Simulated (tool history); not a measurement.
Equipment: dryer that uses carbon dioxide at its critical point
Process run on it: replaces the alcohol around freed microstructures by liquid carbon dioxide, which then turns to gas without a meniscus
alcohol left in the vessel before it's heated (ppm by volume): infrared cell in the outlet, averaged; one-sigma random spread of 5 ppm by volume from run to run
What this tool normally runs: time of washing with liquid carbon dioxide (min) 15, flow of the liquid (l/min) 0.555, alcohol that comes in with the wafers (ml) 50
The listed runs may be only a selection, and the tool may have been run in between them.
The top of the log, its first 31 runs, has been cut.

| run | hour | time of washing with liquid carbon dioxide (min) | flow of the liquid (l/min) | alcohol that comes in with the wafers (ml) | hours of work since the filter was changed | hours of work since the purifier's bed was changed | alcohol left in the vessel before it's heated (ppm by volume) |
|---|---|---|---|---|---|---|---|
| 32 | 651.7 | 10 | 0.567 | 50 | 358 | 484 | 874 |
|  | 669.5 | inlet filter changed |
| 33 | 679.5 | 10 | 0.567 | 50 | 5 | 497 | 473 |
| 34 | 697.5 | 17 | 0.720 | 50 | 13 | 505 | 58 |
| 35 | 719.9 | 17 | 0.720 | 50 | 24 | 516 | 68 |
| 36 | 735.4 | 17 | 0.455 | 29 | 31 | 523 | 121 |
| 37 | 758.4 | 14 | 0.860 | 38 | 42 | 534 | 74 |
| 38 | 776.0 | 14 | 0.860 | 38 | 51 | 542 | 67 |
| 39 | 794.2 | 11 | 0.336 | 20 | 59 | 551 | 1033 |
| 40 | 807.0 | 13 | 0.336 | 20 | 65 | 557 | 614 |
| 41 | 830.1 | 16 | 0.444 | 57 | 76 | 568 | 229 |
| 42 | 860.4 | 16 | 0.444 | 57 | 91 | 583 | 250 |
| 43 | 881.4 | 15 | 0.555 | 50 | 101 | 592 | 124 |
| 44 | 904.6 | 15 | 0.444 | 50 | 112 | 603 | 317 |
| 45 | 936.4 | 17 | 0.444 | 113 | 127 | 619 | 339 |
| 46 | 955.2 | 17 | 0.444 | 113 | 136 | 627 | 359 |
| 47 | 987.0 | 9 | 0.690 | 50 | 151 | 643 | 428 |

Predict each of these 4 candidate next runs independently; none follows another, all start after run 47:
| A | 1004.8 | 24 | 0.378 | 111 | 159 | 651 | ? |
| B | 1004.8 | 20 | 0.555 | 44 | 159 | 651 | ? |
| C | 1004.8 | 15 | 0.555 | 28 | 159 | 651 | ? |
| D | 1004.8 | 9 | 0.881 | 50 | 159 | 651 | ? |

| run | alcohol left in the vessel before it's heated (ppm by volume) |
|---|---|
| A | 179 |
| B | 85 |
| C | 121 |
| D | 158 |
Stripped of hidden state, with their random variation kept, the same runs would have yielded:
| run | alcohol left in the vessel before it's heated (ppm by volume) |
|---|---|
| A | 67 |
| B | 4 |
| C | 31 |
| D | 53 |
